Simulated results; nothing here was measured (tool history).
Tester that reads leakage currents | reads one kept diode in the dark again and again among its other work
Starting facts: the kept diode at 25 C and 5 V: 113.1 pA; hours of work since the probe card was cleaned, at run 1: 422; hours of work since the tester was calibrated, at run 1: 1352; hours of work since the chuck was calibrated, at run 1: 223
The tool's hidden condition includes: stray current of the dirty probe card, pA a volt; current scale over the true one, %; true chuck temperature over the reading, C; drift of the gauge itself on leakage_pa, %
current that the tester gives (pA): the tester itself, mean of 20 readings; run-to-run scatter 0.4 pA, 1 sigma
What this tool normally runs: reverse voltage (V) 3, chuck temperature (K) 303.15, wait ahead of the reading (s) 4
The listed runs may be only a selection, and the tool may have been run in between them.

| run | day | reverse voltage (V) | chuck temperature (K) | wait ahead of the reading (s) | hours of work since the probe card was cleaned | hours of work since the tester was calibrated | hours of work since the chuck was calibrated | current that the tester gives (pA) |
|---|---|---|---|---|---|---|---|---|
| 1 | 0 | 3 | 303.15 | 4 | 422 | 1352 | 223 | 140.56 |
| 2 | 1.275 | 3 | 303.15 | 4 | 436 | 1366 | 237 | 140.48 |
| 3 | 2.325 | 3 | 303.15 | 4 | 447 | 1377 | 248 | 140.86 |
| 4 | 3.221 | 3 | 303.15 | 4 | 457 | 1387 | 258 | 141.03 |
| 5 | 4.508 | 3 | 303.15 | 6.67 | 471 | 1401 | 272 | 141.3 |
| 6 | 5.642 | 3 | 296.15 | 6.67 | 483 | 1413 | 285 | 81.95 |
|  | 5.788 | chuck's temperature calibrated |
| 7 | 6.408 | 3 | 303.15 | 4 | 491 | 1421 | 7 | 144.11 |
| 8 | 7.662 | 3 | 303.15 | 4 | 504 | 1434 | 20 | 143.53 |
| 9 | 8.267 | 3 | 303.15 | 4 | 511 | 1441 | 27 | 144.76 |
|  | 8.629 | chuck's temperature calibrated, once more |
| 10 | 9.333 | 3 | 303.15 | 4 | 522 | 1452 | 8 | 134.8 |
| 11 | 10.646 | 10.56 | 303.15 | 4 | 536 | 1466 | 22 | 236.52 |
| 12 | 11.667 | 1.19 | 327.15 | 4 | 547 | 1477 | 33 | 494.77 |
| 13 | 12.4 | 1.19 | 327.15 | 4 | 555 | 1485 | 41 | 494.24 |
| 14 | 13.225 | 1.19 | 327.15 | 4 | 564 | 1494 | 50 | 495.11 |
| 15 | 14.188 | 1.19 | 327.15 | 4 | 575 | 1505 | 61 | 492.24 |
| 16 | 15.004 | 1.03 | 303.15 | 4 | 584 | 1514 | 70 | 85.27 |
| 17 | 16.35 | 1.03 | 304.15 | 0.67 | 598 | 1528 | 84 | 91.9 |
| 18 | 17.038 | 1.03 | 299.15 | 6.16 | 606 | 1536 | 92 | 62.53 |
| 19 | 17.733 | 1.03 | 299.15 | 6.16 | 614 | 1543 | 99 | 62.74 |
| 20 | 18.558 | 17.62 | 325.15 | 4 | 623 | 1552 | 108 | 1405.72 |
| 21 | 19.317 | 17.21 | 311.15 | 2.96 | 631 | 1561 | 117 | 532.22 |

Predict each of these 3 candidate next runs independently; none follows another, all start after run 21:
| A | 20.512 | 17.11 | 304.15 | 6.23 | 644 | 1574 | 130 | ? |
| B | 20.512 | 1.97 | 305.15 | 3.36 | 644 | 1574 | 130 | ? |
| C | 20.512 | 4.37 | 308.15 | 4 | 644 | 1574 | 130 | ? |

| run | current that the tester gives (pA) |
|---|---|
| A | 319.94 |
| B | 131.32 |
| C | 234.18 |
Without the tool's unlogged condition, the same runs would have read:
| run | current that the tester gives (pA) |
|---|---|
| A | 308.14 |
| B | 129.01 |
| C | 229.6 |
